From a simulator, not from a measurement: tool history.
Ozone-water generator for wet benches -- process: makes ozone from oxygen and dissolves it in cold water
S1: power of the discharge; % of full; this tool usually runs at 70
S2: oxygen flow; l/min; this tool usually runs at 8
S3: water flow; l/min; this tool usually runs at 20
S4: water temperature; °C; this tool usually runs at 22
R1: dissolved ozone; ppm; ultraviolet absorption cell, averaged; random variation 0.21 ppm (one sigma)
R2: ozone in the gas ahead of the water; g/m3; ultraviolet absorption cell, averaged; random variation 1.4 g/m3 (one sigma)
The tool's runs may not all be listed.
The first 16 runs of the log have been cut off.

run,day,S1,S2,S3,S4,R1,R2
17,31.362,70,8,19,22,32,260.1
18,34.346,85,8,20,15,40.8,305.9
19,36.9,44,10.66,21,16,22.5,156.4
20,39.754,61,10.66,25,16,26.2,208.4
21,42.771,61,10.66,25,16,25.9,211.4
22,44.754,74,8,20,20,33.3,270.5
23,46.504,70,8.62,14,29,33.4,250.9
24,47.846,70,8.62,14,29,33.3,253.3
25,49.592,40,5.39,20,22,18,177.7
26,51.425,70,8,26,22,24.7,259.7
27,53.575,67,6.24,14,25,35,270
28,55.808,83,6.24,14,25,41.9,326
29,58.642,89,7.94,20,22,37.9,322.7
30,61.396,70,8,20,18,32.7,259
31,64.462,70,9.27,18,18,36.1,246.6
32,66.6,70,9.27,26,18,26.8,247.4
33,69.362,70,4.42,13,22,38.9,315.6

3 options for the next run, each taken on its own from the tool as it stands now. Forecast them:
A,70.625,59,4.42,19,21,?,?
B,70.625,70,14.37,29,22,?,?
C,70.625,70,8,17,22,?,?

run,R1,R2
A,25.4,271.5
B,24,214.2
C,34.5,258.4
Had the tool no hidden state, the same runs would have come out as:
run,R1,R2
A,25.4,271.7
B,24,214.4
C,34.6,258.6

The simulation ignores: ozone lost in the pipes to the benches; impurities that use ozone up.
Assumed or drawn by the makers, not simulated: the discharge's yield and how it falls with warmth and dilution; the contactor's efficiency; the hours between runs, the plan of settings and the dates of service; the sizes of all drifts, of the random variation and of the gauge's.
